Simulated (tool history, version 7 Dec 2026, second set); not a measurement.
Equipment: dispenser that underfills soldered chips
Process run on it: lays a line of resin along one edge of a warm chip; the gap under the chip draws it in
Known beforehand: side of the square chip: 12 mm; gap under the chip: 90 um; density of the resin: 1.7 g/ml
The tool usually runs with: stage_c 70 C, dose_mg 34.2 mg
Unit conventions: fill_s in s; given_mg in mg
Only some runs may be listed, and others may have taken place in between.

run,hour,stage_c,dose_mg,fill_s,given_mg
1,0.0,70,34.2,28.4,34.08
# hour 5.9: new syringe of resin
2,5.9,70,34.2,25.9,33.83
3,8.8,70,34.2,30.3,34.05
# hour 13.7: new syringe of resin
4,15.1,70,34.2,27.9,33.66
5,18.5,70,35.5,33.8,35.25
# hour 21.4: new syringe of resin
6,21.5,70,34.2,25.8,33.75
7,26.4,77,34.2,25.9,33.61
# hour 29.5: new syringe of resin
8,32.0,68,34.2,32.6,33.67
9,35.9,70,37.9,37.5,37.45
# hour 37.5: new syringe of resin
10,39.4,70,37.9,28.3,37.27
# hour 45.5: new syringe of resin
11,45.8,70,37.9,25.5,36.83
12,51.3,70,37.9,36.1,37.16
# hour 53.2: new syringe of resin
13,54.2,70,34.2,27.1,32.98
14,58.7,70,34.2,35.0,33.05
# hour 61.4: new syringe of resin
15,62.0,77,34.2,19.3,33.17
16,66.3,69,34.2,35.9,33.06
# hour 69.3: new syringe of resin
# hour 70.9: dispensing valve cleaned and set on the balance
17,72.7,76,34.2,22.9,34.16
18,76.5,70,38.7,37.7,38.65
# hour 78.2: new syringe of resin
19,81.2,70,38.7,31.4,38.59
20,84.7,70,38.7,39.1,38.58
# hour 86.0: new syringe of resin
21,89.0,68,37.5,33.7,37.08
22,93.0,64,30.5,54.9,30.10
# hour 93.7: new syringe of resin
23,98.9,70,33.6,36.0,33.36
# hour 101.6: new syringe of resin
24,104.4,59,41.4,50.9,40.61
25,106.8,69,35.1,37.4,34.87
# hour 109.3: new syringe of resin
26,110.3,69,39.7,29.4,38.98
27,115.4,69,39.7,39.5,39.19
# hour 116.9: new syringe of resin
28,120.6,73,29.8,28.3,29.20
# hour 124.8: new syringe of resin
29,125.9,70,32.4,28.8,31.74
30,129.3,70,32.4,35.3,31.87
# hour 132.8: new syringe of resin
31,134.0,70,32.4,28.3,31.71
32,138.4,80,32.4,23.8,31.49

What will run 33 give?
# hour 140.6: new syringe of resin
33,141.2,84,43.4,?,?

fill_s: 13.8 s
given_mg: 42.30 mg
Take away the tool's hidden state, keep the run-to-run variation as it was, and the same run would have given fill_s 12.5 s, given_mg 43.63 mg.
